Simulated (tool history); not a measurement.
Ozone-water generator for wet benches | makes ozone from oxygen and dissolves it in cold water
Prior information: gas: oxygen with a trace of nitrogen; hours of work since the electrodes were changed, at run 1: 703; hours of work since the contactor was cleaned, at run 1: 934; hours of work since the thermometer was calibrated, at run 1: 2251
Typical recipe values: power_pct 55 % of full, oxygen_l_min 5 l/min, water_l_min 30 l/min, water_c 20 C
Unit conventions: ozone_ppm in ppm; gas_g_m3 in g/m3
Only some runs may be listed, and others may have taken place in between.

run    hour  power_pct  oxygen_l_min  water_l_min  water_c  hours of work since the electrodes were changed  hours of work since the contactor was cleaned  hours of work since the thermometer was calibrated  ozone_ppm  gas_g_m3
  1       0         55             5           30       20                                              703                                            934                                                2251       15.6     240.8
  2    35.4         43             5           30       20                                              736                                            967                                                2284       13.6       207
  3    89.4         43             5           30       20                                              786                                           1017                                                2334       13.6     206.5
  4   123.5         43             5           30       20                                              818                                           1049                                                2366       13.7     206.6
  5   165.7         43             5           30       20                                              858                                           1089                                                2405       13.8     206.8
  6   207.2         55             5           30       20                                              896                                           1128                                                2444       15.7       241
  7   235.3         55             5           30       20                                              923                                           1154                                                2471       15.6     239.6
  8   263.1         55             5           30       20                                              949                                           1180                                                2497       15.8     241.5
  9   323.5         55             5           30       20                                             1005                                           1236                                                2553       15.5     244.3
 10   355.9         55             5           36       20                                             1035                                           1267                                                2583       13.5     241.9
 11   389.3         55             5           36       20                                             1067                                           1298                                                2615       13.5     240.9
 12   438.1         55             5           36       20                                             1112                                           1344                                                2660       13.3     239.9
 13   479.6         89             5           30       20                                             1151                                           1382                                                2699       20.9     315.3
 14   506.9         89             5           30       20                                             1177                                           1408                                                2724         21     317.6
 15   543.7         45          2.64           30       16                                             1211                                           1442                                                2759       11.5       266
 16   604.1         45          2.64           30       16                                             1268                                           1499                                                2815       11.3     266.1
 17   634.6         55             5           30       17                                             1296                                           1527                                                2844       16.4     244.4
 18   665.7         55          6.66           30       20                                             1325                                           1556                                                2873         17     220.7
 19   709.8         55          2.61           27       26                                             1366                                           1598                                                2914         13       301
 20   738.2         55          6.71           30       25                                             1393                                           1624                                                2941       16.1     218.2
 21   773.3         70             5           24       20                                             1426                                           1657                                                2974       21.7     281.7
 22   808.3         45          4.39           24       20                                             1458                                           1690                                                3006         16     225.4
 23   850.2         45          4.39           24       20                                             1498                                           1729                                                3046       16.4     227.3
 24   899.7         45          4.39           24       20                                             1544                                           1775                                                3092       16.1       226
 25   943.3         55          3.12           30       20                                             1585                                           1816                                                3133       13.3     284.4
 26   983.1         55          3.12           42       13                                             1622                                           1853                                                3170        9.8       287
 27  1018.9         55          3.12           42       24                                             1655                                           1887                                                3203        9.2     283.1
 28  1062.1         55          7.54           25       20                                             1696                                           1927                                                3244       19.8     211.3

Below, some changes in gas_g_m3 between adjacent runs. For each, the amount present without the hidden state too (settings, incoming material, random variation) and the amount remaining for the hidden state with gauge scatter not shared by both compared results:
Unlogged tool condition in this case: yield of the discharge, % of new electrodes'; contactor's efficiency, % of a clean one's; true water temperature over the reading, C; drift of the gauge itself on ozone_ppm, %; drift of the gauge itself on gas_g_m3, %.
Run 18 -> 19: oxygen_l_min 6.66 -> 2.61, water_l_min 30 -> 27, water_c 20 -> 26. gas_g_m3 +80.3 g/m3: hidden state +1.4, all else +78.9.
Run 19 -> 20: oxygen_l_min 2.61 -> 6.71, water_l_min 27 -> 30, water_c 26 -> 25. gas_g_m3 -82.8 g/m3: hidden state -1.1, all else -81.7.
Run 24 -> 25: power_pct 45 -> 55, oxygen_l_min 4.39 -> 3.12, water_l_min 24 -> 30. gas_g_m3 +58.4 g/m3: hidden state +1.4, all else +57.
